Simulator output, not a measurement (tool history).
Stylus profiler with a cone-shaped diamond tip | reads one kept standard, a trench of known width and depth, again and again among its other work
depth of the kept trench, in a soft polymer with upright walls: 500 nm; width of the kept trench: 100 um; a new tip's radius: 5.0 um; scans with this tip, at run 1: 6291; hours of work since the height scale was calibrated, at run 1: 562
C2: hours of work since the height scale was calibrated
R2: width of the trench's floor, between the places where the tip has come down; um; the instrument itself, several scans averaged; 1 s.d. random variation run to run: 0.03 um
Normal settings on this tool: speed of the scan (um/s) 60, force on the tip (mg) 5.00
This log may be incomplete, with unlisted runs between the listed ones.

Run 1, hour 0.0: usual settings; scans with this tip 6291; C2 562. Result: depth of the trench (Å) 5061.3, R2 95.28 um.
Run 2, hour 20.0: usual settings; scans with this tip 6451; C2 576. Result: depth of the trench (Å) 5062.5, R2 95.31 um.
Run 3, hour 46.4: usual settings but force on the tip (mg) 12.61; scans with this tip 6662; C2 595. Result: depth of the trench (Å) 5107.0, R2 95.24 um.
Run 4, hour 73.3: usual settings; scans with this tip 6877; C2 614. Result: depth of the trench (Å) 5061.0, R2 95.30 um.
Run 5, hour 93.4: usual settings; scans with this tip 7037; C2 628. Result: depth of the trench (Å) 5061.6, R2 95.23 um.
Run 6, hour 107.6: usual settings; scans with this tip 7151; C2 638. Result: depth of the trench (Å) 5061.4, R2 95.26 um.
Run 7, hour 123.9: usual settings; scans with this tip 7281; C2 650. Result: depth of the trench (Å) 5062.9, R2 95.28 um.
Run 8, hour 147.7: usual settings; scans with this tip 7471; C2 667. Result: depth of the trench (Å) 5060.8, R2 95.29 um.
Run 9, hour 160.6: usual settings but force on the tip (mg) 2.76; scans with this tip 7574; C2 676. Result: depth of the trench (Å) 5046.9, R2 95.24 um.
Run 10, hour 183.3: usual settings but speed of the scan (um/s) 44; scans with this tip 7756; C2 692. Result: depth of the trench (Å) 5060.9, R2 95.23 um.
Run 11, hour 210.4: usual settings but speed of the scan (um/s) 64, force on the tip (mg) 7.43; scans with this tip 7973; C2 712. Result: depth of the trench (Å) 5077.9, R2 95.14 um.
Run 12, hour 230.4: usual settings but speed of the scan (um/s) 98, force on the tip (mg) 6.65; scans with this tip 8133; C2 726. Result: depth of the trench (Å) 5074.4, R2 95.19 um.
Run 13, hour 255.9: usual settings but speed of the scan (um/s) 94, force on the tip (mg) 3.37; scans with this tip 8336; C2 744. Result: depth of the trench (Å) 5051.9, R2 95.08 um.
Run 14, hour 277.4: usual settings but speed of the scan (um/s) 22, force on the tip (mg) 7.47; scans with this tip 8508; C2 759. Result: depth of the trench (Å) 5081.0, R2 95.25 um.

4 ways to go on from here, each from the tool as it stands after run 14. What would each give?
Run A, hour 299.1: usual settings but speed of the scan (um/s) 151, force on the tip (mg) 2.39; scans with this tip 8682; C2 775. Result: depth of the trench (Å) ?, R2 ?.
Run B, hour 299.1: usual settings but speed of the scan (um/s) 34, force on the tip (mg) 7.47; scans with this tip 8682; C2 775. Result: depth of the trench (Å) ?, R2 ?.
Run C, hour 299.1: usual settings but speed of the scan (um/s) 222, force on the tip (mg) 7.34; scans with this tip 8682; C2 775. Result: depth of the trench (Å) ?, R2 ?.
Run D, hour 299.1: usual settings but speed of the scan (um/s) 73, force on the tip (mg) 3.76; scans with this tip 8682; C2 775. Result: depth of the trench (Å) ?, R2 ?.

run  depth of the trench (Å)     R2
  A                   5045.8  94.99
  B                   5082.0  95.24
  C                   5077.7  95.04
  D                   5057.1  95.17
With no hidden state in the tool, these same runs would have given:
run  depth of the trench (Å)     R2
  A                   5031.2  95.37
  B                   5067.3  95.62
  C                   5063.0  95.43
  D                   5042.5  95.55
